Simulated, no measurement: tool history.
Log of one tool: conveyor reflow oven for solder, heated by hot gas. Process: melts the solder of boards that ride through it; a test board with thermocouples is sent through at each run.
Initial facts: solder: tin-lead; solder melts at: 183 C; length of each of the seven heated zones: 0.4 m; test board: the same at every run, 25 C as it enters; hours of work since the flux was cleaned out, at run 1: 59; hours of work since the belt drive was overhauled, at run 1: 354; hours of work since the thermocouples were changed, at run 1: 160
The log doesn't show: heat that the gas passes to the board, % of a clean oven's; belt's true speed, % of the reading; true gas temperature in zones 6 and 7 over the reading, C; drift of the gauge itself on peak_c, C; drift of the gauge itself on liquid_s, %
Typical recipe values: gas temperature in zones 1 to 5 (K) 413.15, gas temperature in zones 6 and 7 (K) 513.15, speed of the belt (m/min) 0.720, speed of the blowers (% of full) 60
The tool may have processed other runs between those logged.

run,hour,gas temperature in zones 1 to 5 (K),gas temperature in zones 6 and 7 (K),speed of the belt (m/min),speed of the blowers (% of full),hours of work since the flux was cleaned out,hours of work since the belt drive was overhauled,hours of work since the thermocouples were changed,highest temperature of the board (K),time above the solder's melting point (s)
1,0.0,413.15,513.15,0.720,60,59,354,160,498.55,55.8
2,13.4,413.15,513.15,0.720,60,68,363,170,498.55,56.2
3,23.5,413.15,513.15,0.720,60,75,370,177,499.25,55.5
4,33.9,413.15,513.15,0.720,60,83,378,184,498.65,56.0
5,48.7,413.15,513.15,0.720,60,93,388,195,498.55,55.4
6,57.3,413.15,513.15,0.720,60,99,394,201,498.15,55.8
7,73.9,413.15,513.15,0.720,60,111,406,213,497.95,55.4
8,88.2,424.15,513.15,0.720,60,121,416,223,500.35,60.3
9,102.2,424.15,513.15,0.720,60,131,426,233,500.55,59.9
10,118.8,413.15,513.15,0.720,60,143,438,244,497.85,56.1
11,128.1,413.15,513.15,0.720,60,149,444,251,498.75,56.1
12,143.1,413.15,513.15,0.720,60,160,455,261,498.05,55.5
13,153.3,413.15,513.15,0.720,60,167,462,269,497.65,56.0
14,166.5,413.15,513.15,0.720,60,176,471,278,498.85,55.9
15,182.4,413.15,513.15,0.720,64,188,483,289,498.85,56.2
16,191.4,413.15,513.15,0.720,64,194,489,295,499.55,56.1
17,199.7,413.15,513.15,0.720,64,200,495,301,499.85,56.5
18,213.2,428.15,506.15,0.608,79,209,504,311,500.75,73.7
19,224.9,407.15,525.15,0.768,60,218,513,319,505.75,54.4
20,234.6,407.15,513.15,0.664,57,224,519,326,498.65,59.0
21,247.5,413.15,513.15,0.761,60,234,529,335,496.85,51.4
22,260.9,403.15,519.15,0.800,77,243,538,345,503.05,49.7
23,276.3,403.15,519.15,0.800,77,254,549,355,502.25,49.8
24,293.2,403.15,519.15,0.800,77,266,561,367,503.45,49.4
25,308.6,401.15,519.15,0.800,55,277,572,378,496.55,45.0
26,316.0,401.15,519.15,0.636,76,282,577,383,509.85,65.8
27,323.0,413.15,518.15,0.620,60,287,582,388,506.75,68.9
# hour 344.1: flux residue cleaned out of gas plates and filters
28,345.1,413.15,508.15,0.597,60,1,594,400,499.05,68.4
29,359.3,410.15,506.15,0.597,60,11,604,411,496.75,66.1
30,367.0,410.15,506.15,0.597,60,16,609,416,496.05,66.5
31,379.5,413.15,507.15,0.628,60,25,618,425,496.25,63.4

Predict each of these 4 candidate next runs independently; none follows another, all start after run 31:
A,387.0,411.15,509.15,0.694,60,30,624,430,?,?
B,387.0,415.15,507.15,0.628,75,30,624,430,?,?
C,387.0,413.15,520.15,0.628,60,30,624,430,?,?
D,387.0,413.15,509.15,0.628,60,30,624,430,?,?

run,highest temperature of the board (K),time above the solder's melting point (s)
A,495.45,55.4
B,499.05,66.3
C,508.95,70.1
D,498.55,64.9
With the hidden condition removed and each run's random variation left untouched, the same runs would have given:
run,highest temperature of the board (K),time above the solder's melting point (s)
A,495.55,55.4
B,499.15,66.3
C,509.05,70.1
D,498.65,64.9
